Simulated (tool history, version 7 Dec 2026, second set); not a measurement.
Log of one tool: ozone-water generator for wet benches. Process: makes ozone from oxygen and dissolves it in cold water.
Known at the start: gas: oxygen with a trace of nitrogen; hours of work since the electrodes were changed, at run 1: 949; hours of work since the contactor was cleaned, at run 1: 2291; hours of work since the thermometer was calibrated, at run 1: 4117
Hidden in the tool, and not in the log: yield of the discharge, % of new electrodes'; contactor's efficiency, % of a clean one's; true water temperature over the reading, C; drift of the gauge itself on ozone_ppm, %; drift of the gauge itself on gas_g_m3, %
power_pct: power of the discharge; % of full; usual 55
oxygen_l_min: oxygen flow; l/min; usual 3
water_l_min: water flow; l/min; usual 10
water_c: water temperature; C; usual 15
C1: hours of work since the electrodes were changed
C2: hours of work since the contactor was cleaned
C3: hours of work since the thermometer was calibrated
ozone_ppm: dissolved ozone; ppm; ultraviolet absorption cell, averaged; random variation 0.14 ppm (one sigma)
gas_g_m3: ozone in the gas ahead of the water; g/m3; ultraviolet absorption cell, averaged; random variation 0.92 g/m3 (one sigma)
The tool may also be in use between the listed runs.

run 1 hour=0 | power_pct=55 oxygen_l_min=3 water_l_min=10 water_c=15 | C1=949 C2=2291 C3=4117 | ozone_ppm=16.5 gas_g_m3=153.6
run 2 hour=19.5 | power_pct=55 oxygen_l_min=3 water_l_min=10 water_c=15 | C1=965 C2=2307 C3=4132 | ozone_ppm=16.7 gas_g_m3=154
run 3 hour=48.9 | power_pct=55 oxygen_l_min=3 water_l_min=10 water_c=15 | C1=988 C2=2330 C3=4155 | ozone_ppm=16.3 gas_g_m3=153.3
run 4 hour=68.7 | power_pct=55 oxygen_l_min=3 water_l_min=10 water_c=15 | C1=1004 C2=2346 C3=4171 | ozone_ppm=16.5 gas_g_m3=153.2
run 5 hour=103.7 | power_pct=55 oxygen_l_min=3.33 water_l_min=10 water_c=15 | C1=1031 C2=2373 C3=4199 | ozone_ppm=16.8 gas_g_m3=149.2
run 6 hour=121.7 | power_pct=55 oxygen_l_min=3 water_l_min=10 water_c=15 | C1=1046 C2=2388 C3=4213 | ozone_ppm=16.5 gas_g_m3=154.9
run 7 hour=158 | power_pct=55 oxygen_l_min=3 water_l_min=10 water_c=15 | C1=1074 C2=2416 C3=4242 | ozone_ppm=16.3 gas_g_m3=155.4
run 8 hour=179.7 | power_pct=55 oxygen_l_min=3 water_l_min=10 water_c=15 | C1=1092 C2=2433 C3=4259 | ozone_ppm=16.5 gas_g_m3=154.9
run 9 hour=201.2 | power_pct=55 oxygen_l_min=3 water_l_min=10 water_c=15 | C1=1109 C2=2450 C3=4276 | ozone_ppm=16.6 gas_g_m3=153.4
run 10 hour=219.1 | power_pct=55 oxygen_l_min=3 water_l_min=10 water_c=15 | C1=1123 C2=2465 C3=4290 | ozone_ppm=16.3 gas_g_m3=154.7
run 11 hour=247.1 | power_pct=55 oxygen_l_min=3 water_l_min=10 water_c=15 | C1=1145 C2=2487 C3=4312 | ozone_ppm=16.5 gas_g_m3=155.2
run 12 hour=269.3 | power_pct=55 oxygen_l_min=3 water_l_min=10 water_c=15 | C1=1162 C2=2504 C3=4330 | ozone_ppm=16.8 gas_g_m3=157.3
run 13 hour=308.8 | power_pct=55 oxygen_l_min=3 water_l_min=10 water_c=15 | C1=1194 C2=2536 C3=4361 | ozone_ppm=16.6 gas_g_m3=153.6
run 14 hour=337.8 | power_pct=40 oxygen_l_min=3 water_l_min=10 water_c=15 | C1=1217 C2=2559 C3=4384 | ozone_ppm=12.9 gas_g_m3=121.4
run 15 hour=374.6 | power_pct=55 oxygen_l_min=3 water_l_min=7 water_c=15 | C1=1246 C2=2588 C3=4413 | ozone_ppm=22.5 gas_g_m3=155.3
run 16 hour=407.2 | power_pct=55 oxygen_l_min=3 water_l_min=7 water_c=15 | C1=1272 C2=2613 C3=4439 | ozone_ppm=22.1 gas_g_m3=154.8
run 17 hour=444.7 | power_pct=55 oxygen_l_min=4.71 water_l_min=10 water_c=10 | C1=1301 C2=2643 C3=4468 | ozone_ppm=19.3 gas_g_m3=134.8
run 18 hour=476 | power_pct=43 oxygen_l_min=4.71 water_l_min=10 water_c=8 | C1=1326 C2=2668 C3=4493 | ozone_ppm=16.4 gas_g_m3=110.8
run 19 hour=515.9 | power_pct=80 oxygen_l_min=3.53 water_l_min=8 water_c=13 | C1=1358 C2=2699 C3=4525 | ozone_ppm=28.5 gas_g_m3=199.3
run 20 hour=552.9 | power_pct=80 oxygen_l_min=1.56 water_l_min=7 water_c=12 | C1=1387 C2=2729 C3=4554 | ozone_ppm=26.8 gas_g_m3=259.2
run 21 hour=572.3 | power_pct=80 oxygen_l_min=1.56 water_l_min=7 water_c=12 | C1=1402 C2=2744 C3=4569 | ozone_ppm=27 gas_g_m3=260.1
-- hour=597.3 water thermometer calibrated
run 22 hour=597.3 | power_pct=72 oxygen_l_min=1.58 water_l_min=10 water_c=22 | C1=1422 C2=2763 C3=0 | ozone_ppm=15.6 gas_g_m3=238.5
run 23 hour=619.5 | power_pct=55 oxygen_l_min=4.31 water_l_min=16 water_c=19 | C1=1439 C2=2781 C3=18 | ozone_ppm=10.9 gas_g_m3=141.7
run 24 hour=647.1 | power_pct=55 oxygen_l_min=4.31 water_l_min=16 water_c=19 | C1=1461 C2=2803 C3=39 | ozone_ppm=10.9 gas_g_m3=140
run 25 hour=665.1 | power_pct=83 oxygen_l_min=2.05 water_l_min=8 water_c=10 | C1=1475 C2=2817 C3=54 | ozone_ppm=27 gas_g_m3=246
run 26 hour=692.9 | power_pct=83 oxygen_l_min=2.14 water_l_min=11 water_c=11 | C1=1497 C2=2839 C3=76 | ozone_ppm=20.2 gas_g_m3=243.7
run 27 hour=721.4 | power_pct=55 oxygen_l_min=3 water_l_min=8 water_c=7 | C1=1520 C2=2862 C3=98 | ozone_ppm=22.4 gas_g_m3=156.8
run 28 hour=757.5 | power_pct=55 oxygen_l_min=4.24 water_l_min=6 water_c=7 | C1=1548 C2=2890 C3=127 | ozone_ppm=29.5 gas_g_m3=141.1
run 29 hour=798.2 | power_pct=67 oxygen_l_min=4.24 water_l_min=6 water_c=7 | C1=1580 C2=2922 C3=159 | ozone_ppm=35 gas_g_m3=163.2
run 30 hour=835.4 | power_pct=81 oxygen_l_min=3 water_l_min=10 water_c=21 | C1=1610 C2=2952 C3=188 | ozone_ppm=20.5 gas_g_m3=215.4
run 31 hour=861.7 | power_pct=86 oxygen_l_min=1.64 water_l_min=13 water_c=16 | C1=1631 C2=2973 C3=209 | ozone_ppm=14.8 gas_g_m3=273.6

Run 32 comes next. What will it give?
run 32 hour=886.8 | power_pct=86 oxygen_l_min=2.59 water_l_min=13 water_c=11 | C1=1651 C2=2992 C3=229 | ozone_ppm=? gas_g_m3=?

{"run 32": {"ozone_ppm": 18.4, "gas_g_m3": 237.2}}
Without the tool's hidden state the same run would have given ozone_ppm 18.4 ppm, gas_g_m3 230.8 g/m3.

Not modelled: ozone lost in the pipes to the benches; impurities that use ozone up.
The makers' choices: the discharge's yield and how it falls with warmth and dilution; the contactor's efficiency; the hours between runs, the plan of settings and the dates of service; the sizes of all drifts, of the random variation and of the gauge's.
